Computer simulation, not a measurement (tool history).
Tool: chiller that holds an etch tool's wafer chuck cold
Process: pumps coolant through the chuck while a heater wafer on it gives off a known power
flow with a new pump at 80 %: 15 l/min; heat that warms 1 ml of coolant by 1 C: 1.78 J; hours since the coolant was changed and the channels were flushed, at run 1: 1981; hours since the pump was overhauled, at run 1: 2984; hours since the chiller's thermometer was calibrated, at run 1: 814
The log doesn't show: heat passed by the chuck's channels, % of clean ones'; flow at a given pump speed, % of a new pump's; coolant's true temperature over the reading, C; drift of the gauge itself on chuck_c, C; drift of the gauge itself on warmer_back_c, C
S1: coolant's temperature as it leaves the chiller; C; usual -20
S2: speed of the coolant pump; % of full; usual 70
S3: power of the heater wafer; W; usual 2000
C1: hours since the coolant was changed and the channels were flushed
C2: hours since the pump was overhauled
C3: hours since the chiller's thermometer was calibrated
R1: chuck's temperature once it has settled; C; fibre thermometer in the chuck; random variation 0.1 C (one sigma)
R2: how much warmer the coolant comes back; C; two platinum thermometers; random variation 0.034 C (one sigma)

Run 1, hour 0: usual settings; C1 1981; C2 2984; C3 814. Result: R1 1.8 C, R2 5.2 C.
Run 2, hour 53: usual settings but S3 1505 W; C1 2034; C2 3037; C3 867. Result: R1 -3.6 C, R2 3.88 C.
Run 3, hour 92.4: usual settings; C1 2074; C2 3076; C3 907. Result: R1 1.8 C, R2 5.2 C.
Run 4, hour 142.4: usual settings but S1 -29 C; C1 2124; C2 3126; C3 957. Result: R1 -7.1 C, R2 5.19 C.
Run 5, hour 189.4: usual settings but S2 65 % of full; C1 2171; C2 3173; C3 1004. Result: R1 3.3 C, R2 5.62 C.
Run 6, hour 240.7: usual settings but S2 65 % of full; C1 2222; C2 3225; C3 1055. Result: R1 3.2 C, R2 5.68 C.
Run 7, hour 303.9: usual settings; C1 2285; C2 3288; C3 1118. Result: R1 1.8 C, R2 5.17 C.
Run 8, hour 356.8: usual settings; C1 2338; C2 3341; C3 1171. Result: R1 1.8 C, R2 5.21 C.
Run 9, hour 401.2: usual settings; C1 2383; C2 3385; C3 1215. Result: R1 1.8 C, R2 5.24 C.
Run 10, hour 457.8: usual settings but S1 -18 C, S2 95 % of full, S3 1566 W; C1 2439; C2 3442; C3 1272. Result: R1 -5.1 C, R2 2.89 C.
Run 11, hour 505.7: usual settings but S1 -22 C, S3 1836 W; C1 2487; C2 3490; C3 1320. Result: R1 -2 C, R2 4.77 C.
Run 12, hour 579.5: usual settings but S1 -22 C, S2 90 % of full, S3 2876 W; C1 2561; C2 3563; C3 1394. Result: R1 3 C, R2 5.65 C.
Run 13, hour 611.9: usual settings but S1 -21 C; C1 2593; C2 3596; C3 1426. Result: R1 0.8 C, R2 5.14 C.
Run 14, hour 653.9: usual settings but S1 -17 C, S2 62 % of full; C1 2635; C2 3638; C3 1468. Result: R1 7.3 C, R2 5.93 C.
Run 15, hour 713.8: usual settings but S1 -21 C, S2 73 % of full; C1 2695; C2 3698; C3 1528. Result: R1 0 C, R2 4.95 C.
Run 16, hour 751.2: usual settings but S1 -13 C, S2 83 % of full, S3 1215 W; C1 2733; C2 3735; C3 1565. Result: R1 -1.7 C, R2 2.61 C.
Run 17, hour 828.4: usual settings but S1 -26 C, S2 80 % of full, S3 1215 W; C1 2810; C2 3812; C3 1643. Result: R1 -14.4 C, R2 2.73 C.
Run 18, hour 905.8: usual settings but S1 -26 C, S2 80 % of full, S3 1215 W; C1 2887; C2 3890; C3 1720. Result: R1 -14.3 C, R2 2.72 C.

4 ways to go on from here, each from the tool as it stands after run 18. What would each give?
Run A, hour 967.2: usual settings but S1 -15 C, S2 71 % of full, S3 1055 W; C1 2949; C2 3951; C3 1781. Result: R1 ?, R2 ?.
Run B, hour 967.2: usual settings but S1 -26 C, S2 80 % of full, S3 2176 W; C1 2949; C2 3951; C3 1781. Result: R1 ?, R2 ?.
Run C, hour 967.2: usual settings but S1 -30 C, S2 67 % of full, S3 2310 W; C1 2949; C2 3951; C3 1781. Result: R1 ?, R2 ?.
Run D, hour 967.2: usual settings but S1 -12 C, S2 69 % of full, S3 1233 W; C1 2949; C2 3951; C3 1781. Result: R1 ?, R2 ?.

run    R1    R2
  A  -3.7  2.73
  B  -4.9  4.89
  C  -3.7   6.3
  D   1.6  3.28
Without the tool's hidden state the same runs would have given:
run    R1    R2
  A  -3.7  2.73
  B  -4.9  4.89
  C  -3.7   6.3
  D   1.6  3.28
